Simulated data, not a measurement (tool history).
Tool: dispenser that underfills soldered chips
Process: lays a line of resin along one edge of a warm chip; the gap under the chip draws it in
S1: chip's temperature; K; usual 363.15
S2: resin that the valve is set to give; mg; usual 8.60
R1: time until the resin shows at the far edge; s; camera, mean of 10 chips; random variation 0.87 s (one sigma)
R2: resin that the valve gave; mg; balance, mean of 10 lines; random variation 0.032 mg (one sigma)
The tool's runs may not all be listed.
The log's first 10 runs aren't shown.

run   hour      S1     S2     R1     R2
      47.7  -- new syringe of resin
 11   50.2  363.15   7.54   93.1   6.92
      52.9  -- dispensing valve cleaned and set on the balance
 12   57.2  363.15  10.74  116.2  10.66
      60.2  -- new syringe of resin
 13   63.2  363.15   7.96   94.4   7.94
 14   69.0  363.15   8.60  122.6   8.51
      71.6  -- new syringe of resin
 15   76.0  363.15   8.60   95.8   8.49
      82.9  -- new syringe of resin
 16   83.5  363.15   8.60   80.5   8.46
 17   88.2  350.15   8.60  154.4   8.47
      94.5  -- new syringe of resin
 18   94.5  350.15   8.60  121.3   8.41
 19   99.7  350.15   8.60  151.1   8.44
     106.1  -- new syringe of resin
 20  107.3  350.15   8.60  127.2   8.41
 21  114.3  350.15   8.60  175.6   8.33
     117.5  -- new syringe of resin
 22  121.9  366.15   9.98   90.0   9.68
 23  127.6  372.15   8.53  100.3   8.19
     128.9  -- new syringe of resin
 24  134.8  366.15   7.98   96.9   7.70
 25  138.4  373.15   9.98   90.7   9.57
     140.4  -- new syringe of resin
 26  145.4  349.15   7.63  158.8   7.25
     151.8  -- new syringe of resin
 27  151.9  373.15  10.18   57.7   9.68
 28  158.4  370.15   7.47   91.8   7.06
     163.3  -- new syringe of resin
 29  163.8  370.15   7.47   68.1   7.04
 30  167.2  370.15   7.47   79.4   7.05
     174.6  -- new syringe of resin
 31  174.9  370.15   7.47   66.8   7.05
 32  181.4  370.15   7.69   90.9   7.16
     185.9  -- new syringe of resin
 33  186.7  370.15   7.69   67.6   7.20
 34  190.7  375.15   8.60   70.2   7.98
     197.6  -- new syringe of resin
 35  197.6  361.15   8.44   85.0   7.81

Forecast each of these 3 alternatives for the next run:
  A  202.3  378.15   8.60   ?   ?
  B  202.3  363.15   8.67   ?   ?
  C  202.3  363.15  10.86   ?   ?

run    R1     R2
  A  63.6   8.00
  B  99.0   8.02
  C  96.6  10.04
Without the tool's hidden state the same runs would have given:
run    R1     R2
  A  51.8   8.64
  B  81.0   8.67
  C  79.8  10.85
